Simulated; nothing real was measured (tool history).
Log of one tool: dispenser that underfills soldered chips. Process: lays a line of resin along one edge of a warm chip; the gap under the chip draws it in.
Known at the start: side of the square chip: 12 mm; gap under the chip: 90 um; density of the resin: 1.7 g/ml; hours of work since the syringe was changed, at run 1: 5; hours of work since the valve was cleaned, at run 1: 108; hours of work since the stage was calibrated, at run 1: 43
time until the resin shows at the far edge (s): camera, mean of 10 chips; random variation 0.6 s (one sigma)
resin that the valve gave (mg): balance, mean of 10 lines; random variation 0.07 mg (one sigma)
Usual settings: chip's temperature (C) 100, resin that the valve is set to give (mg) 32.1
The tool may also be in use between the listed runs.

| run | day | chip's temperature (C) | resin that the valve is set to give (mg) | hours of work since the syringe was changed | hours of work since the valve was cleaned | hours of work since the stage was calibrated | time until the resin shows at the far edge (s) | resin that the valve gave (mg) |
|---|---|---|---|---|---|---|---|---|
| 1 | 0 | 100 | 32.1 | 5 | 108 | 43 | 59 | 30.64 |
| 2 | 0.121 | 100 | 32.1 | 6 | 110 | 44 | 65.6 | 30.68 |
|  | 0.321 | dispensing valve cleaned and set on the balance |
|  | 0.362 | new syringe of resin |
| 3 | 0.362 | 100 | 32.1 | 0 | 1 | 48 | 50.6 | 32.08 |
| 4 | 0.542 | 100 | 32.1 | 3 | 3 | 50 | 56.3 | 32.05 |
| 5 | 0.683 | 100 | 32.1 | 5 | 6 | 53 | 59.6 | 31.97 |
| 6 | 0.817 | 103 | 32.1 | 7 | 8 | 55 | 58.9 | 31.93 |
|  | 0.971 | new syringe of resin |
| 7 | 1.033 | 100 | 40 | 1 | 11 | 58 | 53.6 | 39.74 |
| 8 | 1.204 | 100 | 40 | 4 | 14 | 61 | 57.5 | 39.84 |
| 9 | 1.362 | 88 | 32.1 | 6 | 17 | 64 | 106.4 | 32.08 |
|  | 1.579 | new syringe of resin |
| 10 | 1.596 | 88 | 32.1 | 0 | 20 | 67 | 87.4 | 31.86 |
| 11 | 1.721 | 88 | 32.1 | 2 | 22 | 69 | 94 | 31.94 |
| 12 | 1.825 | 88 | 32.1 | 4 | 24 | 71 | 98.1 | 31.71 |
| 13 | 2.029 | 94 | 32.1 | 7 | 27 | 74 | 84.2 | 31.68 |
| 14 | 2.146 | 89 | 30 | 9 | 29 | 76 | 115 | 29.69 |
|  | 2.188 | new syringe of resin |
| 15 | 2.258 | 90 | 31.8 | 1 | 31 | 78 | 80.2 | 31.38 |
| 16 | 2.379 | 90 | 31.8 | 3 | 33 | 80 | 86.2 | 31.33 |
| 17 | 2.538 | 88 | 31.7 | 6 | 35 | 82 | 102.1 | 31.27 |
| 18 | 2.667 | 86 | 34.5 | 8 | 37 | 84 | 118.2 | 34.03 |
| 19 | 2.762 | 106 | 33.8 | 9 | 39 | 86 | 52.1 | 33.19 |
|  | 2.792 | new syringe of resin |
| 20 | 2.938 | 111 | 38.2 | 2 | 42 | 89 | 35.9 | 37.56 |
| 21 | 3.058 | 87 | 31.8 | 4 | 43 | 91 | 105.5 | 31.3 |

Forecast each of these 4 alternatives for the next run:
| A | 3.162 | 87 | 31.8 | 6 | 45 | 92 | ? | ? |
| B | 3.162 | 98 | 39.2 | 6 | 45 | 92 | ? | ? |
| C | 3.162 | 104 | 35 | 6 | 45 | 92 | ? | ? |
| D | 3.162 | 98 | 39.6 | 6 | 45 | 92 | ? | ? |

| run | time until the resin shows at the far edge (s) | resin that the valve gave (mg) |
|---|---|---|
| A | 111 | 31.34 |
| B | 67.8 | 38.55 |
| C | 52.6 | 34.5 |
| D | 66 | 38.97 |
Without the tool's hidden state the same runs would have given:
| run | time until the resin shows at the far edge (s) | resin that the valve gave (mg) |
|---|---|---|
| A | 91.1 | 31.91 |
| B | 55.7 | 39.25 |
| C | 43 | 35.12 |
| D | 54.1 | 39.67 |
